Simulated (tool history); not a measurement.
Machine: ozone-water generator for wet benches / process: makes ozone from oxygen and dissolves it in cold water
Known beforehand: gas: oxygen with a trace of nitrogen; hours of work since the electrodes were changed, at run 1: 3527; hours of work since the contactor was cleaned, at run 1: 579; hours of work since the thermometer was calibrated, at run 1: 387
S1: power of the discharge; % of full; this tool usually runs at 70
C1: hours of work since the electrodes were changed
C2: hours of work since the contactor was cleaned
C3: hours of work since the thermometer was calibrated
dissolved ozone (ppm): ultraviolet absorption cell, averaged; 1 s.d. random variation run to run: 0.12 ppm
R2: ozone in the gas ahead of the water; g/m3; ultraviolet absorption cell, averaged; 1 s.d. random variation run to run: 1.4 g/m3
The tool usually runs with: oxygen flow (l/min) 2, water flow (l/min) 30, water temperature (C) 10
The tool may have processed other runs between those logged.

Run 1, hour 0: usual settings; C1 3527; C2 579; C3 387. Result: dissolved ozone (ppm) 9.6, R2 234.8 g/m3.
Run 2, hour 195.4: usual settings; C1 3682; C2 734; C3 542. Result: dissolved ozone (ppm) 9.4, R2 233.8 g/m3.
Run 3, hour 325.3: usual settings but water flow (l/min) 20; C1 3785; C2 838; C3 645. Result: dissolved ozone (ppm) 14.5, R2 233.3 g/m3.
Run 4, hour 550: usual settings but water flow (l/min) 28; C1 3964; C2 1016; C3 824. Result: dissolved ozone (ppm) 10.1, R2 232.5 g/m3.
Run 5, hour 768.4: usual settings but S1 46 % of full; C1 4137; C2 1190; C3 998. Result: dissolved ozone (ppm) 7, R2 170.5 g/m3.
Run 6, hour 903.2: usual settings but S1 59 % of full; C1 4245; C2 1297; C3 1105. Result: dissolved ozone (ppm) 8.2, R2 206.3 g/m3.
Run 7, hour 1135: usual settings but S1 59 % of full, water flow (l/min) 25; C1 4429; C2 1481; C3 1289. Result: dissolved ozone (ppm) 10, R2 204.5 g/m3.
Run 8, hour 1281.2: usual settings but S1 59 % of full, water flow (l/min) 25; C1 4545; C2 1598; C3 1405. Result: dissolved ozone (ppm) 10.1, R2 204.6 g/m3.
Run 9, hour 1466.8: usual settings but S1 59 % of full, water flow (l/min) 25; C1 4693; C2 1745; C3 1553. Result: dissolved ozone (ppm) 9.9, R2 204.2 g/m3.
Run 10, hour 1699.4: usual settings but S1 59 % of full, water flow (l/min) 25; C1 4878; C2 1930; C3 1738. Result: dissolved ozone (ppm) 9.9, R2 201.5 g/m3.
Run 11, hour 1874: usual settings but S1 59 % of full, water flow (l/min) 25; C1 5016; C2 2069; C3 1876. Result: dissolved ozone (ppm) 9.7, R2 201.1 g/m3.
Run 12, hour 2005.7: usual settings but S1 59 % of full, water flow (l/min) 25; C1 5121; C2 2174; C3 1981. Result: dissolved ozone (ppm) 9.9, R2 201.7 g/m3.
Run 13, hour 2165.5: usual settings; C1 5248; C2 2301; C3 2108. Result: dissolved ozone (ppm) 9, R2 226.3 g/m3.
Run 14, hour 2317.7: usual settings but oxygen flow (l/min) 2.65; C1 5369; C2 2422; C3 2229. Result: dissolved ozone (ppm) 10.3, R2 202.2 g/m3.
Run 15, hour 2434.2: usual settings but oxygen flow (l/min) 2.65; C1 5462; C2 2514; C3 2322. Result: dissolved ozone (ppm) 10.2, R2 201.8 g/m3.
Run 16, hour 2655.5: usual settings but oxygen flow (l/min) 2.12, water temperature (C) 8; C1 5638; C2 2690; C3 2498. Result: dissolved ozone (ppm) 9.4, R2 218.1 g/m3.
Run 17, hour 2887.8: usual settings but S1 64 % of full, oxygen flow (l/min) 1.24, water flow (l/min) 32, water temperature (C) 6; C1 5822; C2 2875; C3 2682. Result: dissolved ozone (ppm) 6.3, R2 254.1 g/m3.
Run 18, hour 2996.6: usual settings but S1 64 % of full, oxygen flow (l/min) 1.24, water flow (l/min) 32, water temperature (C) 6; C1 5909; C2 2961; C3 2769. Result: dissolved ozone (ppm) 6.2, R2 254.5 g/m3.
Run 19, hour 3139.9: usual settings but S1 42 % of full, oxygen flow (l/min) 2.09, water flow (l/min) 46; C1 6023; C2 3075; C3 2883. Result: dissolved ozone (ppm) 4, R2 153 g/m3.
Run 20, hour 3310.6: usual settings but water temperature (C) 12; C1 6159; C2 3211; C3 3019. Result: dissolved ozone (ppm) 8.8, R2 221.2 g/m3.
Run 21, hour 3483.9: usual settings but S1 62 % of full, oxygen flow (l/min) 2.85, water flow (l/min) 19, water temperature (C) 7; C1 6296; C2 3349; C3 3156. Result: dissolved ozone (ppm) 15.3, R2 177.5 g/m3.
At hour 3526: contactor cleaned.
Run 22, hour 3658: usual settings but S1 65 % of full, oxygen flow (l/min) 1.03, water flow (l/min) 47; C1 6432; C2 105; C3 3292. Result: dissolved ozone (ppm) 3.7, R2 274.4 g/m3.
Run 23, hour 3818.9: usual settings but S1 65 % of full, oxygen flow (l/min) 1.03, water flow (l/min) 47; C1 6559; C2 233; C3 3420. Result: dissolved ozone (ppm) 3.8, R2 274.5 g/m3.
Run 24, hour 3975.5: usual settings but oxygen flow (l/min) 3.59, water flow (l/min) 33, water temperature (C) 7; C1 6684; C2 357; C3 3544. Result: dissolved ozone (ppm) 10.7, R2 174.5 g/m3.
Run 25, hour 4196.4: usual settings but S1 90 % of full; C1 6860; C2 533; C3 3720. Result: dissolved ozone (ppm) 10.6, R2 258.5 g/m3.
Run 26, hour 4417.8: usual settings but S1 90 % of full; C1 7036; C2 709; C3 3896. Result: dissolved ozone (ppm) 10.6, R2 254.1 g/m3.

Measured result minus the same run's result without the hidden state. Both carry the same run-to-run variation, though not necessarily the same gauge scatter:
Hidden conditions of the tool in this case: yield of the discharge, % of new electrodes'; contactor's efficiency, % of a clean one's; true water temperature over the reading, C; drift of the gauge itself on ozone_ppm, %; drift of the gauge itself on gas_g_m3, %.
run  dissolved ozone (ppm)     R2
  1                   -0.9  -20.6
  2                   -0.9  -21.4
  3                   -1.5  -21.8
  4                   -1.1  -22.9
  5                   -0.6  -11.9
  6                   -0.9  -18.8
  7                   -1.1  -19.4
  8                   -1.1    -20
  9                   -1.2  -20.7
 10                   -1.3  -21.3
 11                   -1.3  -21.8
 12                   -1.3  -22.4
 13                   -1.5  -29.6
 14                   -1.7  -27.1
 15                   -1.7  -27.6
 16                   -1.6  -31.1
 17                   -1.1  -34.7
 18                   -1.1  -35.3
 19                   -0.5  -14.3
 20                   -1.7  -34.3
 21                   -2.8  -25.7
 22                   -0.6  -42.2
 23                   -0.6  -43.2
 24                   -1.9  -29.7
 25                   -2.3  -54.5
 26                   -2.4  -55.4

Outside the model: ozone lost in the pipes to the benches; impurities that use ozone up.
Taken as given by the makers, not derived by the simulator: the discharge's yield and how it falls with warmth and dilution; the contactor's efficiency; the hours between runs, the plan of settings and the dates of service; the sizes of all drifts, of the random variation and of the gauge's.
